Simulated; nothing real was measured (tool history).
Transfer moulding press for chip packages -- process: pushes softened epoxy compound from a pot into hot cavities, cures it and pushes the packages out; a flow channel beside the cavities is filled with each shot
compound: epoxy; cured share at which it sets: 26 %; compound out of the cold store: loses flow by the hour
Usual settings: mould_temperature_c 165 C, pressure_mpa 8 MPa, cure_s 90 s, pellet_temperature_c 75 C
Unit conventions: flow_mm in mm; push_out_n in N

run,hour,mould_temperature_c,pressure_mpa,cure_s,pellet_temperature_c,incoming compound's hours out of the cold store,flow_mm,push_out_n
1,0,165,8,90,75,44,794,411
# hour 9.3: cavities cleaned with cleaning compound and waxed
# hour 73.3: cavities cleaned with cleaning compound and waxed
# hour 81.5: plunger's sealing rings changed
2,89.5,165,8,90,75,21.7,862,418
# hour 142: cavities cleaned with cleaning compound and waxed
3,172.6,165,8,90,75,10.4,902,419
# hour 210.5: cavities cleaned with cleaning compound and waxed
4,222.8,165,8,99,75,18.1,884,390
# hour 273.7: cavities cleaned with cleaning compound and waxed
5,307,162,8,99,75,9.7,909,450
# hour 335.6: cavities cleaned with cleaning compound and waxed
6,393.8,162,6.66,99,75,10.7,833,448
# hour 399.2: cavities cleaned with cleaning compound and waxed
7,446,165,8.03,90,75,8.3,892,437
# hour 460.9: plunger's sealing rings changed
# hour 469.6: cavities cleaned with cleaning compound and waxed
8,500.1,165,8,90,75,29,841,421
# hour 534.6: cavities cleaned with cleaning compound and waxed
# hour 549.9: mould's thermocouples calibrated
9,573.1,165,8,101,75,17,878,375
# hour 599.8: cavities cleaned with cleaning compound and waxed
10,620.2,163,8,101,75,10.9,916,399
# hour 664.1: cavities cleaned with cleaning compound and waxed
11,686.2,163,8,101,75,14,906,421
# hour 729.1: cavities cleaned with cleaning compound and waxed
12,748.2,163,8,101,75,25.7,859,374
# hour 792.3: cavities cleaned with cleaning compound and waxed
13,835.5,170,6.54,118,82,37.8,721,337
# hour 844.7: plunger's sealing rings changed
# hour 858.1: cavities cleaned with cleaning compound and waxed
14,908.8,170,6.54,118,82,21.6,766,328
# hour 921.4: cavities cleaned with cleaning compound and waxed
15,956.5,170,6.54,118,82,18.7,783,362

Consider 4 possible next runs. They are alternatives, not a sequence: every one starts from the tool as it was left by run 15. What does each give?
# hour 984.2: cavities cleaned with cleaning compound and waxed
# hour 1046.3: cavities cleaned with cleaning compound and waxed
A,1046.7,172,8,87,75,38.7,?,?
# hour 984.2: cavities cleaned with cleaning compound and waxed
# hour 1046.3: cavities cleaned with cleaning compound and waxed
B,1046.7,157,7.07,90,84,28.4,?,?
# hour 984.2: cavities cleaned with cleaning compound and waxed
# hour 1046.3: cavities cleaned with cleaning compound and waxed
C,1046.7,165,6.74,106,75,38.9,?,?
# hour 984.2: cavities cleaned with cleaning compound and waxed
# hour 1046.3: cavities cleaned with cleaning compound and waxed
D,1046.7,164,7.89,118,66,13,?,?

run,flow_mm,push_out_n
A,799,356
B,826,739
C,748,354
D,891,353
Stripped of hidden state, with their random variation kept, the same runs would have yielded:
run,flow_mm,push_out_n
A,802,355
B,829,742
C,751,354
D,895,353

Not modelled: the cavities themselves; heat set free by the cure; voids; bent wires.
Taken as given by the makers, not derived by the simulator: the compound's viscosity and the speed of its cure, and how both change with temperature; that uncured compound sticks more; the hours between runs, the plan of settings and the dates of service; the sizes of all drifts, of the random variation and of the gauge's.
